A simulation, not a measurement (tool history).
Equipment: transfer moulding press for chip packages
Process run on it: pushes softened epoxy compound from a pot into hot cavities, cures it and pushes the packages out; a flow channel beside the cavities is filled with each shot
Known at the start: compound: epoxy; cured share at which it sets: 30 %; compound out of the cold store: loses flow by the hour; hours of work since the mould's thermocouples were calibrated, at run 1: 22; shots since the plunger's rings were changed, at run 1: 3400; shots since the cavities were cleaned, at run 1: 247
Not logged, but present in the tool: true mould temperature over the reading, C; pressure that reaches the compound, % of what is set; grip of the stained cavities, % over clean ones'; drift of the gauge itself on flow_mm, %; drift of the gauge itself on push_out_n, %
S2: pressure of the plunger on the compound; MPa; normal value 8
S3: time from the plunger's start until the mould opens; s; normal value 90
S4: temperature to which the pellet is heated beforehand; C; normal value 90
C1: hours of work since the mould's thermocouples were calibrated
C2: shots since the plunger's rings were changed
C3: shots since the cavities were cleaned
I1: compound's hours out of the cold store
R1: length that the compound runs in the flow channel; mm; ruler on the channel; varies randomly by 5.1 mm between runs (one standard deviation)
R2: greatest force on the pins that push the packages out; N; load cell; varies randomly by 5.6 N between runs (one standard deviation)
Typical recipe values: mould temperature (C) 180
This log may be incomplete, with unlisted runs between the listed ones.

run 1 hour=0 | mould_temperature_(C)=180 S2=8 S3=90 S4=90 | C1=22 C2=3400 C3=247 | I1=47.6 | R1=838 R2=247
run 2 hour=5.7 | mould_temperature_(C)=180 S2=8 S3=90 S4=90 | C1=25 C2=3467 C3=314 | I1=15.7 | R1=950 R2=264
run 3 hour=15.4 | mould_temperature_(C)=180 S2=8 S3=90 S4=90 | C1=31 C2=3580 C3=427 | I1=42.7 | R1=849 R2=285
run 4 hour=22.9 | mould_temperature_(C)=180 S2=8 S3=125 S4=90 | C1=35 C2=3668 C3=515 | I1=8.3 | R1=977 R2=259
run 5 hour=31.1 | mould_temperature_(C)=180 S2=8 S3=95 S4=90 | C1=40 C2=3764 C3=611 | I1=17.7 | R1=931 R2=296
run 6 hour=36.8 | mould_temperature_(C)=180 S2=8 S3=90 S4=90 | C1=43 C2=3831 C3=678 | I1=29.5 | R1=896 R2=330
run 7 hour=42.9 | mould_temperature_(C)=180 S2=8 S3=90 S4=90 | C1=46 C2=3902 C3=749 | I1=25.5 | R1=907 R2=329
run 8 hour=49.7 | mould_temperature_(C)=180 S2=8 S3=90 S4=90 | C1=50 C2=3983 C3=830 | I1=36 | R1=865 R2=336
run 9 hour=60 | mould_temperature_(C)=180 S2=8 S3=90 S4=81 | C1=56 C2=4102 C3=949 | I1=21.8 | R1=928 R2=348
run 10 hour=67.6 | mould_temperature_(C)=180 S2=9.93 S3=90 S4=90 | C1=60 C2=4192 C3=1039 | I1=34.3 | R1=979 R2=358
-- hour=75.3 cavities cleaned with cleaning compound and waxed
run 11 hour=78.9 | mould_temperature_(C)=180 S2=9.93 S3=90 S4=90 | C1=66 C2=4307 C3=43 | I1=29.9 | R1=998 R2=204
run 12 hour=86.9 | mould_temperature_(C)=180 S2=9.93 S3=90 S4=90 | C1=71 C2=4401 C3=137 | I1=12.4 | R1=1066 R2=221
run 13 hour=97.3 | mould_temperature_(C)=180 S2=8 S3=90 S4=90 | C1=76 C2=4523 C3=259 | I1=39.8 | R1=861 R2=257
run 14 hour=102.8 | mould_temperature_(C)=174 S2=8 S3=90 S4=90 | C1=80 C2=4587 C3=323 | I1=17.1 | R1=955 R2=351
run 15 hour=111.6 | mould_temperature_(C)=180 S2=7.24 S3=120 S4=97 | C1=85 C2=4690 C3=426 | I1=47.2 | R1=784 R2=256
run 16 hour=119 | mould_temperature_(C)=180 S2=7.24 S3=120 S4=97 | C1=89 C2=4777 C3=513 | I1=16.7 | R1=886 R2=269
run 17 hour=125.7 | mould_temperature_(C)=180 S2=6.7 S3=120 S4=97 | C1=93 C2=4855 C3=591 | I1=25.1 | R1=817 R2=262
run 18 hour=134.8 | mould_temperature_(C)=180 S2=8 S3=90 S4=89 | C1=98 C2=4961 C3=697 | I1=14 | R1=944 R2=326
run 19 hour=141.2 | mould_temperature_(C)=180 S2=8 S3=90 S4=89 | C1=101 C2=5036 C3=772 | I1=19.5 | R1=911 R2=333
run 20 hour=145.6 | mould_temperature_(C)=180 S2=8 S3=90 S4=100 | C1=104 C2=5089 C3=825 | I1=13.4 | R1=944 R2=341
run 21 hour=153.4 | mould_temperature_(C)=180 S2=9.54 S3=96 S4=100 | C1=108 C2=5180 C3=916 | I1=44.3 | R1=904 R2=325
run 22 hour=161.8 | mould_temperature_(C)=174 S2=7.71 S3=93 S4=96 | C1=113 C2=5278 C3=1014 | I1=19.5 | R1=910 R2=423
run 23 hour=166.7 | mould_temperature_(C)=174 S2=7.71 S3=93 S4=96 | C1=116 C2=5336 C3=1072 | I1=10.8 | R1=956 R2=435
-- hour=171.5 cavities cleaned with cleaning compound and waxed
run 24 hour=178.6 | mould_temperature_(C)=174 S2=7.71 S3=93 S4=96 | C1=122 C2=5457 C3=83 | I1=42.9 | R1=839 R2=240
run 25 hour=183.1 | mould_temperature_(C)=174 S2=7.82 S3=93 S4=92 | C1=124 C2=5509 C3=135 | I1=29.4 | R1=879 R2=274
run 26 hour=188.4 | mould_temperature_(C)=177 S2=9.9 S3=93 S4=92 | C1=128 C2=5572 C3=198 | I1=44.1 | R1=926 R2=253
run 27 hour=199.3 | mould_temperature_(C)=177 S2=9.9 S3=93 S4=92 | C1=134 C2=5699 C3=325 | I1=21.1 | R1=1000 R2=290
run 28 hour=206.2 | mould_temperature_(C)=185 S2=6.17 S3=90 S4=90 | C1=138 C2=5781 C3=407 | I1=40.1 | R1=736 R2=251

5 ways to go on from here, each from the tool as it stands after run 28. What would each give?
run A hour=215.4 | mould_temperature_(C)=181 S2=8 S3=89 S4=90 | C1=143 C2=5888 C3=514 | I1=36.5 | R1=? R2=?
run B hour=215.4 | mould_temperature_(C)=178 S2=9.45 S3=90 S4=90 | C1=143 C2=5888 C3=514 | I1=38.1 | R1=? R2=?
run C hour=215.4 | mould_temperature_(C)=181 S2=7.74 S3=120 S4=90 | C1=143 C2=5888 C3=514 | I1=26.9 | R1=? R2=?
run D hour=215.4 | mould_temperature_(C)=177 S2=6.69 S3=81 S4=90 | C1=143 C2=5888 C3=514 | I1=43.3 | R1=? R2=?
run E hour=215.4 | mould_temperature_(C)=185 S2=6.17 S3=114 S4=90 | C1=143 C2=5888 C3=514 | I1=36.2 | R1=? R2=?

run=A R1=842 R2=298
run=B R1=928 R2=306
run=C R1=877 R2=271
run=D R1=763 R2=379
run=E R1=740 R2=263
With the hidden condition removed and each run's random variation left untouched, the same runs would have given:
run=A R1=898 R2=199
run=B R1=989 R2=205
run=C R1=935 R2=179
run=D R1=813 R2=255
run=E R1=789 R2=174

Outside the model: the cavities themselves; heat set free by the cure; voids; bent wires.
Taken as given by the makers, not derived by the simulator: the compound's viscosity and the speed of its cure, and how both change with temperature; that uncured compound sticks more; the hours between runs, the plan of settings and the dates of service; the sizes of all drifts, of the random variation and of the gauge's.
